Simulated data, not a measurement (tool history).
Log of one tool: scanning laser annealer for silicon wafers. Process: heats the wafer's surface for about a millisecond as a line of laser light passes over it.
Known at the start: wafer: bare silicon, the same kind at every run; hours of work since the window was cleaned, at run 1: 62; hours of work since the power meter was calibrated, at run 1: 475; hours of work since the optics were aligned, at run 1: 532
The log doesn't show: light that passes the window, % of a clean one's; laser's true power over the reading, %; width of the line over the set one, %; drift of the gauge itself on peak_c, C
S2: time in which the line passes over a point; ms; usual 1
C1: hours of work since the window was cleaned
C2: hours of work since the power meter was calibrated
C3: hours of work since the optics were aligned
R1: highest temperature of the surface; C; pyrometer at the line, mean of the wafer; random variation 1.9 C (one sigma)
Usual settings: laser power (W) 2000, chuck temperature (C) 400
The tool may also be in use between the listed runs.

Run 1, hour 0: usual settings; C1 62; C2 475; C3 532. Result: R1 1129 C.
Run 2, hour 24.6: usual settings; C1 73; C2 485; C3 542. Result: R1 1127 C.
Run 3, hour 59.9: usual settings but chuck temperature (C) 361; C1 87; C2 500; C3 557. Result: R1 1089 C.
Run 4, hour 95.9: usual settings but chuck temperature (C) 361; C1 102; C2 514; C3 572. Result: R1 1084 C.
Run 5, hour 146.9: usual settings but chuck temperature (C) 361; C1 123; C2 535; C3 592. Result: R1 1082 C.
Run 6, hour 182.3: usual settings; C1 137; C2 550; C3 607. Result: R1 1120 C.
Run 7, hour 220.7: usual settings; C1 153; C2 565; C3 623. Result: R1 1121 C.
Run 8, hour 268.8: usual settings; C1 173; C2 585; C3 642. Result: R1 1116 C.
Run 9, hour 291.1: usual settings but chuck temperature (C) 394; C1 182; C2 594; C3 651. Result: R1 1110 C.
Run 10, hour 314: usual settings but chuck temperature (C) 394; C1 191; C2 604; C3 661. Result: R1 1110 C.
Run 11, hour 348.4: usual settings but chuck temperature (C) 394; C1 205; C2 618; C3 675. Result: R1 1108 C.
Run 12, hour 376.3: usual settings but chuck temperature (C) 394; C1 217; C2 629; C3 686. Result: R1 1105 C.
Run 13, hour 417.5: usual settings but chuck temperature (C) 394; C1 233; C2 646; C3 703. Result: R1 1104 C.
Run 14, hour 448.6: usual settings but chuck temperature (C) 394; C1 246; C2 659; C3 716. Result: R1 1104 C.
Run 15, hour 481.3: usual settings but chuck temperature (C) 394; C1 259; C2 672; C3 729. Result: R1 1102 C.
Run 16, hour 509: usual settings but chuck temperature (C) 413; C1 271; C2 684; C3 741. Result: R1 1120 C.
Run 17, hour 531.2: usual settings; C1 280; C2 693; C3 750. Result: R1 1106 C.
Run 18, hour 569.9: usual settings; C1 296; C2 708; C3 766. Result: R1 1105 C.
Run 19, hour 607.6: usual settings but S2 0.97 ms; C1 311; C2 724; C3 781. Result: R1 1089 C.
Run 20, hour 641.3: usual settings; C1 325; C2 738; C3 795. Result: R1 1104 C.
Run 21, hour 663.4: usual settings but laser power (W) 1705; C1 334; C2 747; C3 804. Result: R1 981 C.
Run 22, hour 711.8: usual settings but laser power (W) 1944, S2 1.09 ms, chuck temperature (C) 367; C1 354; C2 767; C3 824. Result: R1 1076 C.
Run 23, hour 757.9: usual settings but laser power (W) 1715, S2 1.22 ms, chuck temperature (C) 381; C1 373; C2 785; C3 843. Result: R1 1032 C.
Run 24, hour 795.8: usual settings but S2 0.95 ms, chuck temperature (C) 388; C1 388; C2 801; C3 858. Result: R1 1064 C.
Run 25, hour 839.3: usual settings but S2 0.95 ms, chuck temperature (C) 388; C1 406; C2 819; C3 876. Result: R1 1060 C.
Run 26, hour 870.1: usual settings but S2 0.95 ms, chuck temperature (C) 388; C1 419; C2 831; C3 888. Result: R1 1060 C.
Run 27, hour 916.9: usual settings but laser power (W) 1971, S2 0.83 ms, chuck temperature (C) 362; C1 438; C2 851; C3 908. Result: R1 973 C.
Run 28, hour 968.4: usual settings but laser power (W) 2155, S2 0.83 ms, chuck temperature (C) 362; C1 459; C2 872; C3 929. Result: R1 1036 C.
Run 29, hour 1003: usual settings but laser power (W) 1927, S2 1.02 ms, chuck temperature (C) 394; C1 473; C2 886; C3 943. Result: R1 1057 C.
At hour 1035.3: window over the wafer cleaned.
Run 30, hour 1045.2: usual settings but laser power (W) 1927, S2 1.02 ms, chuck temperature (C) 394; C1 4; C2 902; C3 959. Result: R1 1100 C.
Run 31, hour 1066.9: usual settings but laser power (W) 1927, S2 1.02 ms, chuck temperature (C) 394; C1 13; C2 911; C3 968. Result: R1 1102 C.
Run 32, hour 1106.9: usual settings but laser power (W) 1927, S2 1.02 ms, chuck temperature (C) 394; C1 29; C2 927; C3 985. Result: R1 1102 C.
Run 33, hour 1132.2: usual settings but laser power (W) 1927, S2 1.02 ms, chuck temperature (C) 394; C1 40; C2 938; C3 995. Result: R1 1102 C.
Run 34, hour 1177.4: usual settings but laser power (W) 1927, S2 1.02 ms, chuck temperature (C) 394; C1 58; C2 956; C3 1013. Result: R1 1093 C.
Run 35, hour 1229.5: usual settings but laser power (W) 1927, S2 0.77 ms, chuck temperature (C) 394; C1 79; C2 978; C3 1035. Result: R1 994 C.
Run 36, hour 1254.1: usual settings but laser power (W) 1927, S2 0.82 ms, chuck temperature (C) 394; C1 90; C2 988; C3 1045. Result: R1 1015 C.
Run 37, hour 1293.8: usual settings but laser power (W) 1850, S2 0.8 ms; C1 106; C2 1004; C3 1061. Result: R1 981 C.
Run 38, hour 1332.3: usual settings but laser power (W) 1748, S2 1.12 ms, chuck temperature (C) 394; C1 122; C2 1020; C3 1077. Result: R1 1050 C.
Run 39, hour 1359.1: usual settings but laser power (W) 2193, S2 1.12 ms, chuck temperature (C) 440; C1 133; C2 1031; C3 1088. Result: R1 1292 C.
Run 40, hour 1380.8: usual settings but laser power (W) 2193, S2 1.12 ms, chuck temperature (C) 440; C1 141; C2 1040; C3 1097. Result: R1 1290 C.

How the hidden state differs across the entries between the runs, from the last listed run before each to the first after it:
Between runs 29 and 30: window over the wafer cleaned (hour 1035.3)
  light that passes the window, % of a clean one's: 94.24 -> 99.75; laser's true power over the reading, %: 0.97 -> 0.98; width of the line over the set one, %: 2.59 -> 2.64
  measured less the result without the state, R1: -49 -> -5 C
